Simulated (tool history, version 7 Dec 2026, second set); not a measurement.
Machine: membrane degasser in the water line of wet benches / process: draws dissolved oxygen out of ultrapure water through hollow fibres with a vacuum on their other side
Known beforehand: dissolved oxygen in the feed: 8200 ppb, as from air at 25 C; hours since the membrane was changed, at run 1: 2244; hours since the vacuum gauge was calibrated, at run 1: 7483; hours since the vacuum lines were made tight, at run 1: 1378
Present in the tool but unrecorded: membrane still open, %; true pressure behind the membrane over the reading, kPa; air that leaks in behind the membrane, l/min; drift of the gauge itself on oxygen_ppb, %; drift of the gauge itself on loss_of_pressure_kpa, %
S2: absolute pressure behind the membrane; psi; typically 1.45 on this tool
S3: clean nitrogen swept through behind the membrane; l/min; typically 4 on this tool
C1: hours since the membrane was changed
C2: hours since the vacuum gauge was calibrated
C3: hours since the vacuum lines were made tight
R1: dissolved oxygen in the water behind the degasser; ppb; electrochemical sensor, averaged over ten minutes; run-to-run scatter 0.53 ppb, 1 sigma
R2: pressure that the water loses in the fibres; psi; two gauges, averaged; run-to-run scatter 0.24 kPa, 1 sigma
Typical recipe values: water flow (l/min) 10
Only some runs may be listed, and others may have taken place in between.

Run 1, hour 0: usual settings; C1 2244; C2 7483; C3 1378. Result: R1 43 ppb, R2 9.091 psi.
Run 2, hour 105.5: usual settings but water flow (l/min) 7; C1 2349; C2 7588; C3 1483. Result: R1 30.5 ppb, R2 6.402 psi.
Run 3, hour 192.5: usual settings; C1 2436; C2 7675; C3 1570. Result: R1 44.9 ppb, R2 9.201 psi.
Run 4, hour 304.2: usual settings; C1 2548; C2 7787; C3 1682. Result: R1 44.2 ppb, R2 9.084 psi.
Run 5, hour 387: usual settings; C1 2631; C2 7870; C3 1765. Result: R1 44.4 ppb, R2 9.103 psi.
Run 6, hour 478.6: usual settings; C1 2722; C2 7961; C3 1856. Result: R1 44.6 ppb, R2 9.13 psi.
Run 7, hour 575.3: usual settings but S2 2.54 psi; C1 2819; C2 8058; C3 1953. Result: R1 90 ppb, R2 9.163 psi.
Run 8, hour 625.1: usual settings but water flow (l/min) 11; C1 2869; C2 8108; C3 2003. Result: R1 48.7 ppb, R2 10.041 psi.
Run 9, hour 733.2: usual settings; C1 2977; C2 8216; C3 2111. Result: R1 43.7 ppb, R2 9.184 psi.
Run 10, hour 839.8: usual settings; C1 3083; C2 8322; C3 2218. Result: R1 44.5 ppb, R2 9.192 psi.
Run 11, hour 938.3: usual settings; C1 3182; C2 8421; C3 2316. Result: R1 44.2 ppb, R2 9.171 psi.
Run 12, hour 995.5: usual settings; C1 3239; C2 8478; C3 2373. Result: R1 42.9 ppb, R2 9.148 psi.
Run 13, hour 1052: usual settings; C1 3296; C2 8535; C3 2430. Result: R1 44.3 ppb, R2 9.185 psi.
Run 14, hour 1114.9: usual settings; C1 3359; C2 8598; C3 2493. Result: R1 43.3 ppb, R2 9.195 psi.
Run 15, hour 1218: usual settings; C1 3462; C2 8701; C3 2596. Result: R1 45.1 ppb, R2 9.159 psi.
At hour 1290.4: vacuum gauge calibrated.
Run 16, hour 1313: usual settings but water flow (l/min) 16, S2 1.99 psi, S3 4.25 l/min; C1 3556; C2 23; C3 2690. Result: R1 110.1 ppb, R2 14.724 psi.
Run 17, hour 1401.1: usual settings but water flow (l/min) 12, S2 1.04 psi, S3 4.95 l/min; C1 3644; C2 111; C3 2778. Result: R1 28.5 ppb, R2 10.979 psi.
Run 18, hour 1473.6: usual settings but water flow (l/min) 14, S2 3.03 psi, S3 3.77 l/min; C1 3717; C2 183; C3 2851. Result: R1 166.8 ppb, R2 12.846 psi.
Run 19, hour 1589.2: usual settings but water flow (l/min) 14, S2 3.18 psi, S3 2.43 l/min; C1 3832; C2 299; C3 2967. Result: R1 263.2 ppb, R2 12.831 psi.
Run 20, hour 1654.3: usual settings but water flow (l/min) 7, S2 0.88 psi, S3 10.3 l/min; C1 3897; C2 364; C3 3032. Result: R1 5.2 ppb, R2 6.443 psi.
Run 21, hour 1737.8: usual settings but water flow (l/min) 7, S2 0.88 psi, S3 5 l/min; C1 3981; C2 447; C3 3115. Result: R1 10.3 ppb, R2 6.416 psi.
Run 22, hour 1831.7: usual settings but S2 2.51 psi, S3 3.26 l/min; C1 4075; C2 541; C3 3209. Result: R1 108.9 ppb, R2 9.137 psi.
Run 23, hour 1919: usual settings but water flow (l/min) 6, S2 0.96 psi, S3 1.78 l/min; C1 4162; C2 629; C3 3296. Result: R1 28.8 ppb, R2 5.552 psi.
Run 24, hour 1978: usual settings but water flow (l/min) 6, S2 2.76 psi, S3 4.67 l/min; C1 4221; C2 688; C3 3355. Result: R1 51.2 ppb, R2 5.514 psi.
Run 25, hour 2072.2: usual settings but S3 7.09 l/min; C1 4315; C2 782; C3 3450. Result: R1 26.4 ppb, R2 9.148 psi.
Run 26, hour 2169.6: usual settings but water flow (l/min) 11, S2 2.28 psi, S3 2.87 l/min; C1 4413; C2 879; C3 3547. Result: R1 117.4 ppb, R2 10.092 psi.
Run 27, hour 2229.2: usual settings but water flow (l/min) 11, S2 2.28 psi, S3 2.87 l/min; C1 4472; C2 939; C3 3607. Result: R1 119.8 ppb, R2 10.086 psi.

Here are 3 independent what-if runs from the current tool condition. What would each one return?
Run A, hour 2292.6: usual settings but S2 2.99 psi, S3 2.6 l/min; C1 4536; C2 1002; C3 3670. Result: R1 ?, R2 ?.
Run B, hour 2292.6: usual settings but water flow (l/min) 11; C1 4536; C2 1002; C3 3670. Result: R1 ?, R2 ?.
Run C, hour 2292.6: usual settings but water flow (l/min) 11, S2 1.77 psi, S3 9.9 l/min; C1 4536; C2 1002; C3 3670. Result: R1 ?, R2 ?.

run     R1      R2
  A  166.8   9.174
  B   48.9  10.087
  C     28  10.069
With the hidden condition removed and each run's random variation left untouched, the same runs would have given:
run     R1      R2
  A  166.7   9.168
  B   48.8  10.082
  C     28  10.061
